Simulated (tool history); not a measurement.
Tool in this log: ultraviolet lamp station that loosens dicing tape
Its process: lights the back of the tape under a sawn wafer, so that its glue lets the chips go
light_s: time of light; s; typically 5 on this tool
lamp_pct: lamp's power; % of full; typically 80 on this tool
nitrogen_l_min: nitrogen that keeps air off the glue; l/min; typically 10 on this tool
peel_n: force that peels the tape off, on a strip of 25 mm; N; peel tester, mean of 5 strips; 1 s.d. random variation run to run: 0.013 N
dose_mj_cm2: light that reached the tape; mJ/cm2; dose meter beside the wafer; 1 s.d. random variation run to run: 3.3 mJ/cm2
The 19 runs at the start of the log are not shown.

run 20 day=10.354 | light_s=5 lamp_pct=63 nitrogen_l_min=10 | peel_n=1.17 dose_mj_cm2=323
run 21 day=10.758 | light_s=6 lamp_pct=80 nitrogen_l_min=10 | peel_n=0.64 dose_mj_cm2=498
run 22 day=11.417 | light_s=6 lamp_pct=80 nitrogen_l_min=10 | peel_n=0.662 dose_mj_cm2=494
run 23 day=12.008 | light_s=6 lamp_pct=80 nitrogen_l_min=10 | peel_n=0.658 dose_mj_cm2=494
run 24 day=12.479 | light_s=9 lamp_pct=80 nitrogen_l_min=10 | peel_n=0.314 dose_mj_cm2=725
run 25 day=13.05 | light_s=9 lamp_pct=80 nitrogen_l_min=4 | peel_n=0.613 dose_mj_cm2=718
run 26 day=13.529 | light_s=2 lamp_pct=89 nitrogen_l_min=7 | peel_n=2.363 dose_mj_cm2=179
-- day=13.858 window cleaned of glue's vapour
run 27 day=13.975 | light_s=5 lamp_pct=94 nitrogen_l_min=3 | peel_n=1.127 dose_mj_cm2=526
run 28 day=14.279 | light_s=6 lamp_pct=72 nitrogen_l_min=6 | peel_n=0.858 dose_mj_cm2=478
run 29 day=14.642 | light_s=3 lamp_pct=69 nitrogen_l_min=11 | peel_n=1.673 dose_mj_cm2=229
run 30 day=15.221 | light_s=7 lamp_pct=74 nitrogen_l_min=5 | peel_n=0.754 dose_mj_cm2=573
run 31 day=15.542 | light_s=2 lamp_pct=95 nitrogen_l_min=10 | peel_n=1.879 dose_mj_cm2=208
run 32 day=16.142 | light_s=5 lamp_pct=78 nitrogen_l_min=15 | peel_n=0.679 dose_mj_cm2=422
run 33 day=16.804 | light_s=5 lamp_pct=78 nitrogen_l_min=15 | peel_n=0.686 dose_mj_cm2=422
run 34 day=17.088 | light_s=5 lamp_pct=78 nitrogen_l_min=15 | peel_n=0.682 dose_mj_cm2=422
run 35 day=17.708 | light_s=5 lamp_pct=78 nitrogen_l_min=15 | peel_n=0.648 dose_mj_cm2=418
run 36 day=18.3 | light_s=2 lamp_pct=80 nitrogen_l_min=6 | peel_n=2.454 dose_mj_cm2=173
run 37 day=18.817 | light_s=5 lamp_pct=90 nitrogen_l_min=10 | peel_n=0.698 dose_mj_cm2=470
run 38 day=19.392 | light_s=5 lamp_pct=90 nitrogen_l_min=10 | peel_n=0.681 dose_mj_cm2=474
run 39 day=19.671 | light_s=5 lamp_pct=98 nitrogen_l_min=10 | peel_n=0.608 dose_mj_cm2=515
run 40 day=20.296 | light_s=5 lamp_pct=98 nitrogen_l_min=10 | peel_n=0.605 dose_mj_cm2=513
run 41 day=20.738 | light_s=5 lamp_pct=98 nitrogen_l_min=7 | peel_n=0.741 dose_mj_cm2=507
run 42 day=21.421 | light_s=5 lamp_pct=84 nitrogen_l_min=10 | peel_n=0.812 dose_mj_cm2=437
run 43 day=22.008 | light_s=9 lamp_pct=100 nitrogen_l_min=3 | peel_n=0.439 dose_mj_cm2=926

3 ways to go on from here, each from the tool as it stands after run 43. What would each give?
run A day=22.5 | light_s=2 lamp_pct=74 nitrogen_l_min=4 | peel_n=? dose_mj_cm2=?
run B day=22.5 | light_s=6 lamp_pct=80 nitrogen_l_min=10 | peel_n=? dose_mj_cm2=?
run C day=22.5 | light_s=5 lamp_pct=95 nitrogen_l_min=10 | peel_n=? dose_mj_cm2=?

run=A peel_n=2.802 dose_mj_cm2=148
run=B peel_n=0.627 dose_mj_cm2=491
run=C peel_n=0.647 dose_mj_cm2=486
What these runs would have given with no unlogged condition in the tool:
run=A peel_n=2.475 dose_mj_cm2=189
run=B peel_n=0.414 dose_mj_cm2=624
run=C peel_n=0.425 dose_mj_cm2=618
